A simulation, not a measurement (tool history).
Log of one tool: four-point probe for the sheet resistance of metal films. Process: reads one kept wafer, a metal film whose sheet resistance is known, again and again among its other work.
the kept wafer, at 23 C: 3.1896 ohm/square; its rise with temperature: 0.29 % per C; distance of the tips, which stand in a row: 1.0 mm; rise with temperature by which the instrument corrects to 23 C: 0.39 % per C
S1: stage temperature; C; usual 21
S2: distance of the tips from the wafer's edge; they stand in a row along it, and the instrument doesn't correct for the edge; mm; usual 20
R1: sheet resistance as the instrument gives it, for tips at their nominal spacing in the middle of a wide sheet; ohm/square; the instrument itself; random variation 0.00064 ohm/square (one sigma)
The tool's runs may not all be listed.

run	day	S1	S2	R1
1	0.000	21	20	3.200568
2	1.038	21	36	3.197648
3	1.858	21	20	3.200239
4	2.554	21	4	3.301195
5	3.250	21	4	3.300637
6	4.775	21	27	3.199616
7	5.612	23	20	3.194521
8	6.462	21	20	3.201003
9	7.462	26	20	3.185290
10	8.896	33	20	3.162472
11	10.408	21	16	3.202792
12	11.400	21	16	3.202373
13	12.658	21	16	3.202838
14	14.004	27	20	3.181611
15	15.158	19	4	3.307799
16	15.821	21	3	3.376188
17	16.575	30	6	3.214929
18	17.379	30	6	3.213757
19	18.646	30	6	3.214968
20	19.858	21	8	3.222410
21	20.871	32	7	3.195595
22	21.854	32	7	3.196949
23	22.883	22	11	3.207319
24	23.967	22	29	3.195407
25	25.067	34	14	3.163733
26	26.142	29	12	3.181942

5 ways to go on from here, each from the tool as it stands after run 26. What would each give?
A	27.650	19	7	?
B	27.650	19	9	?
C	27.650	24	62	?
D	27.650	21	4	?
E	27.650	33	37	?

run	R1
A	3.237679
B	3.224765
C	3.187118
D	3.300512
E	3.159710
Without the tool's hidden state the same runs would have given:
run	R1
A	3.237679
B	3.224765
C	3.187118
D	3.300512
E	3.159707
